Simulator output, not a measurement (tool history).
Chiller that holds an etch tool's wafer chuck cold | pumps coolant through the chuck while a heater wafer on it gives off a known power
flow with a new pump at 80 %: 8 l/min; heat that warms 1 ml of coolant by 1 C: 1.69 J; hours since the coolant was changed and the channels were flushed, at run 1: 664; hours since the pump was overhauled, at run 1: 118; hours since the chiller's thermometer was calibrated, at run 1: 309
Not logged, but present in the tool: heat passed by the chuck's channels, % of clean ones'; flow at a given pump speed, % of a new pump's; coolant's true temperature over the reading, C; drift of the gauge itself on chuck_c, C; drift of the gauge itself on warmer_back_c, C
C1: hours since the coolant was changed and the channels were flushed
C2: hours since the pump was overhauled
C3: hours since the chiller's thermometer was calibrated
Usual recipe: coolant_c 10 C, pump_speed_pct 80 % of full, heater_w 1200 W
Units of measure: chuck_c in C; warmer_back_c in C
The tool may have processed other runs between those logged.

{"run": 1, "day": 0.0, "coolant_c": 10, "pump_speed_pct": 80, "heater_w": 1200, "C1": 664, "C2": 118, "C3": 309, "chuck_c": 19.6, "warmer_back_c": 5.29}
{"run": 2, "day": 2.125, "coolant_c": 10, "pump_speed_pct": 80, "heater_w": 1200, "C1": 715, "C2": 169, "C3": 360, "chuck_c": 19.7, "warmer_back_c": 5.28}
{"run": 3, "day": 3.938, "coolant_c": 10, "pump_speed_pct": 80, "heater_w": 1200, "C1": 759, "C2": 212, "C3": 403, "chuck_c": 19.4, "warmer_back_c": 5.27}
{"run": 4, "day": 5.738, "coolant_c": 10, "pump_speed_pct": 80, "heater_w": 1200, "C1": 802, "C2": 255, "C3": 446, "chuck_c": 19.5, "warmer_back_c": 5.33}
{"run": 5, "day": 7.567, "coolant_c": 10, "pump_speed_pct": 80, "heater_w": 1200, "C1": 846, "C2": 299, "C3": 490, "chuck_c": 19.5, "warmer_back_c": 5.29}
{"run": 6, "day": 8.742, "coolant_c": 10, "pump_speed_pct": 80, "heater_w": 816, "C1": 874, "C2": 328, "C3": 519, "chuck_c": 16.6, "warmer_back_c": 3.58}
{"run": 7, "day": 10.75, "coolant_c": 19, "pump_speed_pct": 77, "heater_w": 991, "C1": 922, "C2": 376, "C3": 567, "chuck_c": 27.3, "warmer_back_c": 4.54}
{"run": 8, "day": 12.575, "coolant_c": 19, "pump_speed_pct": 77, "heater_w": 991, "C1": 966, "C2": 420, "C3": 611, "chuck_c": 27.3, "warmer_back_c": 4.54}
{"run": 9, "day": 14.05, "coolant_c": 16, "pump_speed_pct": 64, "heater_w": 846, "C1": 1001, "C2": 455, "C3": 646, "chuck_c": 24.0, "warmer_back_c": 4.7}
{"run": 10, "day": 16.221, "coolant_c": 10, "pump_speed_pct": 70, "heater_w": 1200, "C1": 1054, "C2": 507, "C3": 698, "chuck_c": 20.6, "warmer_back_c": 6.03}
{"run": 11, "day": 17.842, "coolant_c": 10, "pump_speed_pct": 64, "heater_w": 1271, "C1": 1092, "C2": 546, "C3": 737, "chuck_c": 22.0, "warmer_back_c": 6.94}

For some of the steps in warmer_back_c from one run to the next: how much would appear even if the tool had no hidden state, given the settings, what came in and random variation, and how much remains for the hidden state plus any gauge scatter that the measured result and the result without hidden state don't share?
Run 5 -> 6: heater_w 1200 -> 816. warmer_back_c -1.71 C: hidden state +0.00, all else -1.71.
Run 7 -> 8: no setting touched and nothing written in the log between the runs. warmer_back_c +0.00 C: hidden state -0.02, all else +0.02.

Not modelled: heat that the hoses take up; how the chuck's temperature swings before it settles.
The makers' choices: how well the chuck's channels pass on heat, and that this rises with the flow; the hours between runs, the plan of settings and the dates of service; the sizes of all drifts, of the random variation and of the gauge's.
